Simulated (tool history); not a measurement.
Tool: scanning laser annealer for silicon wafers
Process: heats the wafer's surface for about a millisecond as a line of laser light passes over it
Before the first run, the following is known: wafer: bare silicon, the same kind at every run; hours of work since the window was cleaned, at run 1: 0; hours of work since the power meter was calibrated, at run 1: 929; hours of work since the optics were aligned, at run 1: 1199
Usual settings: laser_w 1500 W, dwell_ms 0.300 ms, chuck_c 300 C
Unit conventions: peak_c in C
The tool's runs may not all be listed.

run,day,laser_w,dwell_ms,chuck_c,hours of work since the window was cleaned,hours of work since the power meter was calibrated,hours of work since the optics were aligned,peak_c
1,0.000,1500,0.300,300,0,929,1199,1097
2,1.775,1500,0.300,300,31,959,1230,1091
3,3.171,1500,0.300,300,55,983,1254,1087
4,4.612,1500,0.300,300,80,1008,1279,1085
5,5.825,1500,0.300,300,101,1029,1300,1081
6,8.017,1500,0.329,300,139,1067,1338,1111
7,9.821,1500,0.300,300,170,1098,1369,1079
8,11.100,1500,0.300,300,192,1121,1391,1073
9,12.854,1500,0.300,317,222,1151,1422,1089
10,13.838,1500,0.300,317,239,1168,1439,1086
11,15.588,1500,0.300,317,270,1198,1469,1080
12,17.425,1500,0.300,300,302,1230,1501,1059
13,19.162,1500,0.300,300,332,1260,1531,1057
# day 19.921: optics aligned, line set to its width
14,20.692,1500,0.300,300,354,1283,13,1067
15,22.275,1500,0.300,300,382,1310,41,1064
# day 23.183: window over the wafer cleaned
16,23.946,1500,0.339,300,13,1338,68,1146
17,25.946,1500,0.339,300,48,1373,103,1144
18,27.067,1500,0.232,300,67,1392,122,1018
19,29.408,1452,0.300,300,108,1432,163,1069
20,31.079,1500,0.300,294,137,1461,192,1078
21,32.929,1500,0.300,294,169,1493,224,1080
22,34.104,1500,0.263,300,189,1514,244,1037
23,35.075,1570,0.298,294,206,1531,261,1107
24,36.912,1320,0.213,272,238,1562,293,875
25,38.621,1320,0.213,272,267,1592,322,864
26,40.346,1614,0.276,300,297,1622,352,1094
27,42.275,1614,0.239,300,330,1655,385,1042
28,43.750,1500,0.223,336,356,1681,411,1007
29,45.029,1500,0.223,336,378,1703,433,1008
# day 46.038: window over the wafer cleaned
30,47.450,1430,0.306,296,24,1743,474,1066
31,49.212,1396,0.241,305,55,1774,504,984
32,50.379,1435,0.241,283,75,1794,524,977
33,51.704,1435,0.241,283,98,1817,547,974
34,53.271,1435,0.241,283,125,1844,574,971
35,54.654,1435,0.241,283,149,1868,598,965
36,56.879,1593,0.363,263,188,1906,637,1152
37,58.712,1500,0.285,333,219,1938,668,1089
38,60.300,1500,0.300,302,247,1966,696,1074
39,61.400,1500,0.300,295,266,1985,715,1062
40,63.712,1500,0.252,295,306,2025,755,1005

Forecast each of these 3 alternatives for the next run:
A,64.988,1296,0.252,295,328,2047,777,?
B,64.988,1358,0.257,334,328,2047,777,?
C,64.988,1536,0.252,300,328,2047,777,?

run,peak_c
A,912
B,986
C,1017
With the hidden condition removed and each run's random variation left untouched, the same runs would have given:
run,peak_c
A,952
B,1029
C,1065
